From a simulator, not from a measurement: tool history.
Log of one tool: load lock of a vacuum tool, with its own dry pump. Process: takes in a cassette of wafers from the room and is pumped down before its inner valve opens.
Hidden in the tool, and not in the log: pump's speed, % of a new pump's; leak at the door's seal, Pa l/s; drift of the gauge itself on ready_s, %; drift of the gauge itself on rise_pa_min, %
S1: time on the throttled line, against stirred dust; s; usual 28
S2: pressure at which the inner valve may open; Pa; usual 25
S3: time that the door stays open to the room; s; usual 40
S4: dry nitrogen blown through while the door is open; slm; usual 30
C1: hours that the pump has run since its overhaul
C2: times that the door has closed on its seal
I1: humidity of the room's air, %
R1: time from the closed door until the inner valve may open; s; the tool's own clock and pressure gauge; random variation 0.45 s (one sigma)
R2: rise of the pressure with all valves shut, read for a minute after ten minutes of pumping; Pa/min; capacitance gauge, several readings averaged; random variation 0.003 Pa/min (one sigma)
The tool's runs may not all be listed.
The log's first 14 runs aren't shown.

run 15 hour=2848.1 | S1=28 S2=25 S3=40 S4=30 | C1=4346 C2=39112 | I1=49.3 | R1=57.9 R2=0.11
run 16 hour=3081.1 | S1=28 S2=25 S3=29 S4=30 | C1=4579 C2=40226 | I1=46.2 | R1=57.4 R2=0.111
run 17 hour=3305.8 | S1=28 S2=25 S3=29 S4=30 | C1=4804 C2=41300 | I1=45.6 | R1=57.7 R2=0.11
run 18 hour=3468.6 | S1=17 S2=25 S3=40 S4=28 | C1=4967 C2=42078 | I1=43.2 | R1=50.3 R2=0.121
run 19 hour=3714.6 | S1=28 S2=36 S3=40 S4=5 | C1=5213 C2=43254 | I1=47.1 | R1=55.5 R2=0.148
run 20 hour=3855.1 | S1=28 S2=36 S3=40 S4=5 | C1=5353 C2=43926 | I1=49.5 | R1=56.1 R2=0.155
run 21 hour=4050.1 | S1=54 S2=23 S3=40 S4=5 | C1=5548 C2=44858 | I1=42.5 | R1=77.4 R2=0.143
run 22 hour=4172.4 | S1=54 S2=23 S3=40 S4=5 | C1=5671 C2=45442 | I1=42 | R1=77.1 R2=0.144
run 23 hour=4338.1 | S1=28 S2=25 S3=132 S4=30 | C1=5836 C2=46234 | I1=47.1 | R1=57.7 R2=0.156
run 24 hour=4564.5 | S1=25 S2=29 S3=132 S4=30 | C1=6063 C2=47316 | I1=42.2 | R1=55.4 R2=0.146
run 25 hour=4681.2 | S1=25 S2=29 S3=132 S4=30 | C1=6179 C2=47874 | I1=44.2 | R1=55.7 R2=0.151
run 26 hour=4891.3 | S1=25 S2=29 S3=132 S4=30 | C1=6390 C2=48878 | I1=42.7 | R1=55.1 R2=0.16
run 27 hour=5068.7 | S1=25 S2=39 S3=132 S4=34 | C1=6567 C2=49727 | I1=40.6 | R1=54.6 R2=0.149
run 28 hour=5220.5 | S1=43 S2=45 S3=40 S4=30 | C1=6719 C2=50452 | I1=43.1 | R1=67.2 R2=0.144
run 29 hour=5389.3 | S1=42 S2=45 S3=26 S4=30 | C1=6888 C2=51259 | I1=46.4 | R1=66.1 R2=0.134
run 30 hour=5654.9 | S1=42 S2=45 S3=26 S4=30 | C1=7153 C2=52528 | I1=44.1 | R1=65.9 R2=0.147
run 31 hour=5875.4 | S1=16 S2=25 S3=40 S4=13 | C1=7374 C2=53582 | I1=46.8 | R1=50.5 R2=0.17
run 32 hour=6039.8 | S1=32 S2=26 S3=40 S4=30 | C1=7538 C2=54368 | I1=48 | R1=61.1 R2=0.157
run 33 hour=6302.5 | S1=32 S2=26 S3=40 S4=30 | C1=7801 C2=55624 | I1=44.9 | R1=61 R2=0.16
run 34 hour=6534.9 | S1=32 S2=26 S3=40 S4=30 | C1=8033 C2=56735 | I1=45.6 | R1=61.8 R2=0.172

Forecast each of these 3 alternatives for the next run:
run A hour=6757.2 | S1=28 S2=25 S3=71 S4=30 | C1=8256 C2=57798 | I1=43.3 | R1=? R2=?
run B hour=6757.2 | S1=32 S2=21 S3=40 S4=34 | C1=8256 C2=57798 | I1=47.3 | R1=? R2=?
run C hour=6757.2 | S1=28 S2=25 S3=40 S4=10 | C1=8256 C2=57798 | I1=50.8 | R1=? R2=?

run=A R1=59.3 R2=0.179
run=B R1=62.7 R2=0.169
run=C R1=58.9 R2=0.193
Without the tool's hidden state the same runs would have given:
run=A R1=56 R2=0.038
run=B R1=59.4 R2=0.031
run=C R1=55.6 R2=0.054

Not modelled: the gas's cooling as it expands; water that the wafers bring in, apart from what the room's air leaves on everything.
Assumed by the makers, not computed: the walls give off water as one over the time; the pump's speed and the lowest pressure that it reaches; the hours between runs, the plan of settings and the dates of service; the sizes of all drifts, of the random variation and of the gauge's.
